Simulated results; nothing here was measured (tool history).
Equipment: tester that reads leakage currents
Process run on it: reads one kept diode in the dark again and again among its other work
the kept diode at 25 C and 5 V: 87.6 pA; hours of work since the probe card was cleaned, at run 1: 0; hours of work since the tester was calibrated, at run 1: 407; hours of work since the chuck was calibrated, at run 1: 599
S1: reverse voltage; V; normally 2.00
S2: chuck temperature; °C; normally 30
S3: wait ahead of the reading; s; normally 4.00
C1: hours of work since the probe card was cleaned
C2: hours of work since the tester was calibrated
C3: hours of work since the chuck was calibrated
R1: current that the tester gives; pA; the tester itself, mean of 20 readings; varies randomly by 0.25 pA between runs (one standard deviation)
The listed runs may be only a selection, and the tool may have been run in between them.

run   hour    S1  S2    S3   C1   C2   C3      R1
  1    0.0  2.00  30  4.00    0  407  599   80.59
  2   21.6  2.00  30  4.00   16  423  615   80.44
      41.4  -- chuck's temperature calibrated
  3   54.7  2.00  30  4.00   39  446   10   81.07
  4   83.0  2.00  30  4.00   60  467   31   81.33
  5  113.9  2.00  30  4.00   83  490   54   81.33
  6  150.2  2.00  30  4.00  110  517   81   80.92
  7  179.5  2.00  30  4.00  132  539  103   80.90
  8  216.7  1.88  30  1.06  159  567  130   78.13
  9  243.4  1.88  30  1.06  179  586  150   78.33
 10  264.7  1.88  42  1.06  195  602  166  226.47
 11  297.0  1.88  42  1.06  219  626  190  224.45
 12  323.1  8.54  30  1.95  239  646  209  194.17

Describe how what the log doesn't record of the tool's condition differs between the last listed run preceding each entry between runs and the first listed run following it.
Logged between run 2 and run 3: chuck's temperature calibrated (hour 41.4)
  stray current of the dirty probe card, pA a volt: 0.021 -> 0.022; true chuck temperature over the reading, C: -0.03 -> 0
